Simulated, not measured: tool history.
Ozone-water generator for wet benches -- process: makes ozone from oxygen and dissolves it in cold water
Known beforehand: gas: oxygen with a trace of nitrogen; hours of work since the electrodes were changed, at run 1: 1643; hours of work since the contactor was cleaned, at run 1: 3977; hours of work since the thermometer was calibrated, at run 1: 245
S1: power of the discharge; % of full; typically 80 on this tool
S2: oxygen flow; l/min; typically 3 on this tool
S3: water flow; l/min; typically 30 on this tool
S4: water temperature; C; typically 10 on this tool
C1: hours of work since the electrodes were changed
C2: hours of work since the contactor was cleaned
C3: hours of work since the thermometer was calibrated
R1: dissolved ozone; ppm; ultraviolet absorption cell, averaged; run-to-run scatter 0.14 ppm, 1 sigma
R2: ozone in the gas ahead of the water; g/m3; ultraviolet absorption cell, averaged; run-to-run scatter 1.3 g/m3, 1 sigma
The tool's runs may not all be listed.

{"run": 1, "day": 0.0, "S1": 80, "S2": 3, "S3": 30, "S4": 10, "C1": 1643, "C2": 3977, "C3": 245, "R1": 15.2, "R2": 232.7}
{"run": 2, "day": 1.375, "S1": 80, "S2": 3, "S3": 30, "S4": 10, "C1": 1668, "C2": 4002, "C3": 270, "R1": 15, "R2": 229.6}
{"run": 3, "day": 2.375, "S1": 80, "S2": 3, "S3": 30, "S4": 10, "C1": 1686, "C2": 4020, "C3": 288, "R1": 15.2, "R2": 230.9}
{"run": 4, "day": 4.496, "S1": 80, "S2": 3, "S3": 30, "S4": 10, "C1": 1724, "C2": 4058, "C3": 327, "R1": 15.7, "R2": 232.3}
{"run": 5, "day": 6.55, "S1": 80, "S2": 3, "S3": 30, "S4": 10, "C1": 1761, "C2": 4095, "C3": 364, "R1": 15.4, "R2": 232.8}
{"run": 6, "day": 8.746, "S1": 80, "S2": 3, "S3": 32, "S4": 16, "C1": 1801, "C2": 4134, "C3": 403, "R1": 13.8, "R2": 234.9}
{"run": 7, "day": 10.958, "S1": 80, "S2": 3, "S3": 32, "S4": 16, "C1": 1841, "C2": 4174, "C3": 443, "R1": 14, "R2": 232.5}
{"run": 8, "day": 12.438, "S1": 51, "S2": 2.2, "S3": 30, "S4": 13, "C1": 1867, "C2": 4201, "C3": 470, "R1": 9.8, "R2": 194.4}
{"day": 13.892, "done": "contactor cleaned"}
{"run": 9, "day": 14.5, "S1": 45, "S2": 3, "S3": 30, "S4": 10, "C1": 1901, "C2": 11, "C3": 504, "R1": 10.3, "R2": 154.3}
{"run": 10, "day": 16.254, "S1": 75, "S2": 1.59, "S3": 30, "S4": 10, "C1": 1933, "C2": 43, "C3": 535, "R1": 11.3, "R2": 294}

Forecast each of these 4 alternatives for the next run:
{"run": "A", "day": 17.9, "S1": 42, "S2": 3.97, "S3": 31, "S4": 10, "C1": 1963, "C2": 72, "C3": 565, "R1": "?", "R2": "?"}
{"run": "B", "day": 17.9, "S1": 80, "S2": 1.66, "S3": 33, "S4": 10, "C1": 1963, "C2": 72, "C3": 565, "R1": "?", "R2": "?"}
{"run": "C", "day": 17.9, "S1": 92, "S2": 3.11, "S3": 30, "S4": 14, "C1": 1963, "C2": 72, "C3": 565, "R1": "?", "R2": "?"}
{"run": "D", "day": 17.9, "S1": 87, "S2": 3, "S3": 30, "S4": 10, "C1": 1963, "C2": 72, "C3": 565, "R1": "?", "R2": "?"}

run=A R1=10.5 R2=130
run=B R1=11 R2=304.8
run=C R1=16.8 R2=249.8
run=D R1=16.2 R2=247.1
What these runs would have given with no unlogged condition in the tool:
run=A R1=10.5 R2=130.1
run=B R1=11 R2=304.9
run=C R1=16.8 R2=249.9
run=D R1=16.2 R2=247.2
